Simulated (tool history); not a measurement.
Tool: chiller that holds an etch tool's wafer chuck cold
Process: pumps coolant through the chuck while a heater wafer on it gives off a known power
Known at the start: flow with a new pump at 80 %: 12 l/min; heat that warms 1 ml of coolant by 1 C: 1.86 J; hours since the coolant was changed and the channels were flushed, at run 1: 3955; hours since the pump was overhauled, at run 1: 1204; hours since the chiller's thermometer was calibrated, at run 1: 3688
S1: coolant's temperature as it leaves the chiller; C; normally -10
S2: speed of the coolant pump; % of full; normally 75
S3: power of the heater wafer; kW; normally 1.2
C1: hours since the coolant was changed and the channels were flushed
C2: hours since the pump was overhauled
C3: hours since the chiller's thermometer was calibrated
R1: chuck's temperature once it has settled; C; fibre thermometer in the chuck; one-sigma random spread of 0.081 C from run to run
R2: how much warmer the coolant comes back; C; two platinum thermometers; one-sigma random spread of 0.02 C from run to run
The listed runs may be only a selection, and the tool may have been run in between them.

Run 1, hour 0: usual settings; C1 3955; C2 1204; C3 3688. Result: R1 -1.77 C, R2 3.45 C.
Run 2, hour 13.4: usual settings; C1 3969; C2 1218; C3 3701. Result: R1 -1.83 C, R2 3.52 C.
Run 3, hour 36.8: usual settings; C1 3992; C2 1241; C3 3724. Result: R1 -1.99 C, R2 3.49 C.
Run 4, hour 67.1: usual settings; C1 4022; C2 1271; C3 3755. Result: R1 -1.78 C, R2 3.45 C.
Run 5, hour 87.5: usual settings; C1 4043; C2 1292; C3 3775. Result: R1 -1.77 C, R2 3.47 C.
Run 6, hour 102.2: usual settings but S2 69 % of full; C1 4058; C2 1306; C3 3790. Result: R1 -1.18 C, R2 3.73 C.
Run 7, hour 119.6: usual settings but S2 87 % of full; C1 4075; C2 1324; C3 3807. Result: R1 -2.73 C, R2 2.98 C.
Run 8, hour 145.8: usual settings; C1 4101; C2 1350; C3 3833. Result: R1 -1.82 C, R2 3.43 C.
At hour 156.3: chiller's thermometer calibrated.
Run 9, hour 165.9: usual settings; C1 4120; C2 1369; C3 10. Result: R1 -1.82 C, R2 3.46 C.
Run 10, hour 183.2: usual settings; C1 4137; C2 1386; C3 27. Result: R1 -1.77 C, R2 3.47 C.
Run 11, hour 215.5: usual settings but S2 62 % of full; C1 4170; C2 1419; C3 59. Result: R1 -0.18 C, R2 4.2 C.
Run 12, hour 238.9: usual settings; C1 4193; C2 1442; C3 83. Result: R1 -1.73 C, R2 3.44 C.
Run 13, hour 265.3: usual settings; C1 4220; C2 1469; C3 109. Result: R1 -1.74 C, R2 3.47 C.
Run 14, hour 278.7: usual settings but S1 -5 C; C1 4233; C2 1482; C3 122. Result: R1 3.34 C, R2 3.46 C.
Run 15, hour 304.5: usual settings; C1 4259; C2 1508; C3 148. Result: R1 -1.67 C, R2 3.45 C.
Run 16, hour 336.7: usual settings; C1 4291; C2 1540; C3 180. Result: R1 -1.54 C, R2 3.46 C.
Run 17, hour 351: usual settings; C1 4305; C2 1554; C3 195. Result: R1 -1.54 C, R2 3.47 C.
Run 18, hour 371.1: usual settings but S2 74 % of full; C1 4325; C2 1574; C3 215. Result: R1 -1.53 C, R2 3.5 C.
Run 19, hour 384.8: usual settings but S1 -2 C, S2 61 % of full, S3 0.781 kW; C1 4339; C2 1588; C3 229. Result: R1 4.66 C, R2 2.78 C.
Run 20, hour 399.7: usual settings but S1 -2 C, S2 61 % of full, S3 0.781 kW; C1 4354; C2 1603; C3 243. Result: R1 4.74 C, R2 2.77 C.
Run 21, hour 421.8: usual settings but S1 -2 C, S2 96 % of full, S3 0.781 kW; C1 4376; C2 1625; C3 266. Result: R1 2.47 C, R2 1.75 C.
Run 22, hour 442.6: usual settings but S1 -13 C, S2 72 % of full, S3 1.04 kW; C1 4397; C2 1646; C3 286. Result: R1 -5.43 C, R2 3.12 C.
Run 23, hour 460.6: usual settings but S1 -13 C, S2 72 % of full, S3 1.04 kW; C1 4415; C2 1664; C3 304. Result: R1 -5.35 C, R2 3.11 C.
Run 24, hour 476: usual settings but S1 -5 C, S3 1.373 kW; C1 4430; C2 1679; C3 320. Result: R1 4.71 C, R2 3.95 C.
At hour 480.7: gauge calibrated.
Run 25, hour 503.4: usual settings but S1 -5 C, S3 1.373 kW; C1 4458; C2 1707; C3 347. Result: R1 4.3 C, R2 3.98 C.
Run 26, hour 523.3: usual settings but S1 -13 C, S3 1.373 kW; C1 4478; C2 1726; C3 367. Result: R1 -3.64 C, R2 4.01 C.
Run 27, hour 544.6: usual settings but S1 -13 C, S3 1.373 kW; C1 4499; C2 1748; C3 388. Result: R1 -3.58 C, R2 3.93 C.
Run 28, hour 567.8: usual settings but S1 -3 C, S2 67 % of full; C1 4522; C2 1771; C3 412. Result: R1 5.99 C, R2 3.89 C.
Run 29, hour 592.9: usual settings but S2 81 % of full, S3 1.427 kW; C1 4547; C2 1796; C3 437. Result: R1 -0.92 C, R2 3.81 C.
Run 30, hour 607.4: usual settings but S3 1.563 kW; C1 4562; C2 1811; C3 451. Result: R1 0.7 C, R2 4.49 C.
Run 31, hour 627.3: usual settings but S3 1.563 kW; C1 4582; C2 1831; C3 471. Result: R1 0.63 C, R2 4.5 C.
Run 32, hour 658.8: usual settings but S1 -3 C, S2 70 % of full, S3 0.609 kW; C1 4613; C2 1862; C3 502. Result: R1 1.63 C, R2 1.9 C.
Run 33, hour 675.2: usual settings but S2 76 % of full; C1 4629; C2 1878; C3 519. Result: R1 -1.78 C, R2 3.4 C.

Below, each run's measurement less what the same run would have read without the hidden state. Both values contain the same run-to-run variation, but the gauge's scatter may not be the same in both:
Hidden state present: heat passed by the chuck's channels, % of clean ones'; flow at a given pump speed, % of a new pump's; coolant's true temperature over the reading, C; drift of the gauge itself on chuck_c, C; drift of the gauge itself on warmer_back_c, C.
run     R1
  1  +0.02
  2  +0.03
  3  +0.05
  4  +0.09
  5   +0.1
  6  +0.11
  7  +0.13
  8  +0.15
  9  +0.17
 10  +0.18
 11  +0.22
 12  +0.23
 13  +0.26
 14  +0.27
 15  +0.29
 16  +0.32
 17  +0.34
 18  +0.36
 19  +0.37
 20  +0.38
 21   +0.4
 22  +0.42
 23  +0.45
 24  +0.46
 25  +0.05
 26  +0.06
 27  +0.08
 28  +0.11
 29  +0.13
 30  +0.14
 31  +0.16
 32  +0.18
 33   +0.2
R2: within 0.01 C of the measured result in every run.
